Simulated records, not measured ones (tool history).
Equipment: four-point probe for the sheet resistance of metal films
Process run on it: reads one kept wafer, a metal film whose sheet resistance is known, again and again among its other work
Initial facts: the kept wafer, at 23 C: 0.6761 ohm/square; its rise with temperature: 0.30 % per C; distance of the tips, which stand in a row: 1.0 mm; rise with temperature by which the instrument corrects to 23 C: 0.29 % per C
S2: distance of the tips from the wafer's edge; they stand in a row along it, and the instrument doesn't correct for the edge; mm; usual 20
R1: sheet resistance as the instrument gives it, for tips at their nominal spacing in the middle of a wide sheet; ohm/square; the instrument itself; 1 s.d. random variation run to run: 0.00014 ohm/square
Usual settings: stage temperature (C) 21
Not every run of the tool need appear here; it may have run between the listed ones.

Run 1, hour 0: usual settings. Result: R1 0.67712 ohm/square.
Run 2, hour 104.7: usual settings. Result: R1 0.677266 ohm/square.
Run 3, hour 167.2: usual settings. Result: R1 0.676979 ohm/square.
Run 4, hour 275: usual settings. Result: R1 0.676951 ohm/square.
Run 5, hour 319.3: usual settings but S2 3 mm. Result: R1 0.714209 ohm/square.
Run 6, hour 417.5: usual settings but S2 3 mm. Result: R1 0.713866 ohm/square.
Run 7, hour 524.3: usual settings but S2 3 mm. Result: R1 0.713984 ohm/square.
Run 8, hour 602.2: usual settings but S2 3 mm. Result: R1 0.713937 ohm/square.
Run 9, hour 664: usual settings but S2 3 mm. Result: R1 0.713877 ohm/square.
Run 10, hour 709.9: usual settings but S2 3 mm. Result: R1 0.714048 ohm/square.
Run 11, hour 771.1: usual settings but S2 3 mm. Result: R1 0.714096 ohm/square.
Run 12, hour 858.3: usual settings but S2 3 mm. Result: R1 0.714145 ohm/square.
Run 13, hour 961.6: usual settings but S2 3 mm. Result: R1 0.714283 ohm/square.
Run 14, hour 1040.7: usual settings but stage temperature (C) 31, S2 3 mm. Result: R1 0.714995 ohm/square.
Run 15, hour 1130.5: usual settings. Result: R1 0.677078 ohm/square.
Run 16, hour 1216.7: usual settings but stage temperature (C) 29. Result: R1 0.677541 ohm/square.
Run 17, hour 1285.3: usual settings but stage temperature (C) 29. Result: R1 0.677908 ohm/square.
Run 18, hour 1351.1: usual settings but stage temperature (C) 29. Result: R1 0.677707 ohm/square.
At hour 1387.5: new probe head fitted.
Run 19, hour 1440.3: usual settings. Result: R1 0.676793 ohm/square.
Run 20, hour 1548.9: usual settings. Result: R1 0.677009 ohm/square.
Run 21, hour 1606.8: usual settings. Result: R1 0.676591 ohm/square.
Run 22, hour 1702.4: usual settings but stage temperature (C) 31, S2 19 mm. Result: R1 0.678056 ohm/square.
At hour 1729.1: stage's thermometer calibrated.
Run 23, hour 1761: usual settings but stage temperature (C) 23, S2 21 mm. Result: R1 0.676939 ohm/square.
Run 24, hour 1828.4: usual settings but stage temperature (C) 23, S2 26 mm. Result: R1 0.676442 ohm/square.
Run 25, hour 1905.1: usual settings but stage temperature (C) 23, S2 26 mm. Result: R1 0.676565 ohm/square.
Run 26, hour 1966.7: usual settings but stage temperature (C) 19, S2 47 mm. Result: R1 0.675884 ohm/square.
Run 27, hour 2043.4: usual settings but stage temperature (C) 25, S2 11 mm. Result: R1 0.679122 ohm/square.
Run 28, hour 2103.1: usual settings but stage temperature (C) 32, S2 29 mm. Result: R1 0.677183 ohm/square.
Run 29, hour 2211: usual settings but stage temperature (C) 32, S2 29 mm. Result: R1 0.67734 ohm/square.
Run 30, hour 2275.6: usual settings but stage temperature (C) 25, S2 8 mm. Result: R1 0.681947 ohm/square.
Run 31, hour 2380.4: usual settings but stage temperature (C) 25, S2 22 mm. Result: R1 0.677 ohm/square.
Run 32, hour 2447.5: usual settings but S2 7 mm. Result: R1 0.683005 ohm/square.
Run 33, hour 2540.4: usual settings but stage temperature (C) 19, S2 12 mm. Result: R1 0.678351 ohm/square.
Run 34, hour 2613.2: usual settings but stage temperature (C) 23, S2 74 mm. Result: R1 0.676005 ohm/square.
Run 35, hour 2709.6: usual settings but stage temperature (C) 23, S2 74 mm. Result: R1 0.676169 ohm/square.
Run 36, hour 2816.3: usual settings but stage temperature (C) 19, S2 58 mm. Result: R1 0.675895 ohm/square.
Run 37, hour 2925.7: usual settings but stage temperature (C) 31, S2 31 mm. Result: R1 0.677186 ohm/square.
Run 38, hour 3004.9: usual settings but stage temperature (C) 31, S2 31 mm. Result: R1 0.677045 ohm/square.
Run 39, hour 3104.4: usual settings but stage temperature (C) 20, S2 33 mm. Result: R1 0.676186 ohm/square.
Run 40, hour 3168.6: usual settings but S2 5 mm. Result: R1 0.690237 ohm/square.
Run 41, hour 3256.9: usual settings but stage temperature (C) 26, S2 11 mm. Result: R1 0.679591 ohm/square.
Run 42, hour 3338.9: usual settings but stage temperature (C) 34, S2 21 mm. Result: R1 0.678008 ohm/square.

Consider 3 possible next runs. They are alternatives, not a sequence: every one starts from the tool as it was left by run 42. What does each give?
Run A, hour 3423.7: usual settings but stage temperature (C) 34, S2 6 mm. Result: R1 ?.
Run B, hour 3423.7: usual settings but stage temperature (C) 20, S2 71 mm. Result: R1 ?.
Run C, hour 3423.7: usual settings but stage temperature (C) 25, S2 28 mm. Result: R1 ?.

run        R1
  A  0.687045
  B  0.675905
  C  0.676614
What these runs would have given with no unlogged condition in the tool:
run        R1
  A  0.687023
  B  0.675884
  C  0.676592
